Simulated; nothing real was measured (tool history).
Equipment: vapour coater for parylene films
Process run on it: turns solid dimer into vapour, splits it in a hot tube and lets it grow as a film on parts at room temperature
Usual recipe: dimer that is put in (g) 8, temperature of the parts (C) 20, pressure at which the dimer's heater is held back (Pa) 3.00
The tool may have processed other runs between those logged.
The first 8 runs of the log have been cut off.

run	hour	dimer that is put in (g)	temperature of the parts (C)	pressure at which the dimer's heater is held back (Pa)	thickness of the film (nm)
9	240.2	8	20	3.00	6360
10	268.1	8	20	3.00	6330
11	289.7	8	20	3.00	6340
12	328.1	8	24	3.00	5760
# hour 353.0: trap's valve overhauled
13	362.0	8	24	3.00	6590
14	381.8	8	20	3.00	7120
15	401.7	8	20	3.00	7060
16	444.0	8	20	3.00	7160
17	485.0	11	20	3.00	9570
18	512.2	11	20	3.00	9560
19	546.7	8	20	3.00	6970
20	569.7	8	20	3.00	6970
21	600.3	8	20	3.00	6830
22	623.8	4	20	3.00	3500
23	641.7	4	20	3.00	3400
24	665.4	10	28	3.00	7330
25	683.9	5	21	4.31	3830
26	710.6	7	17	5.73	5480

Forecast run 27:
27	733.4	10	32	3.00	?

{"run 27": {"thickness of the film (nm)": 6660}}
Minus the tool's unlogged condition, the same run would have read thickness of the film (nm) 7080.
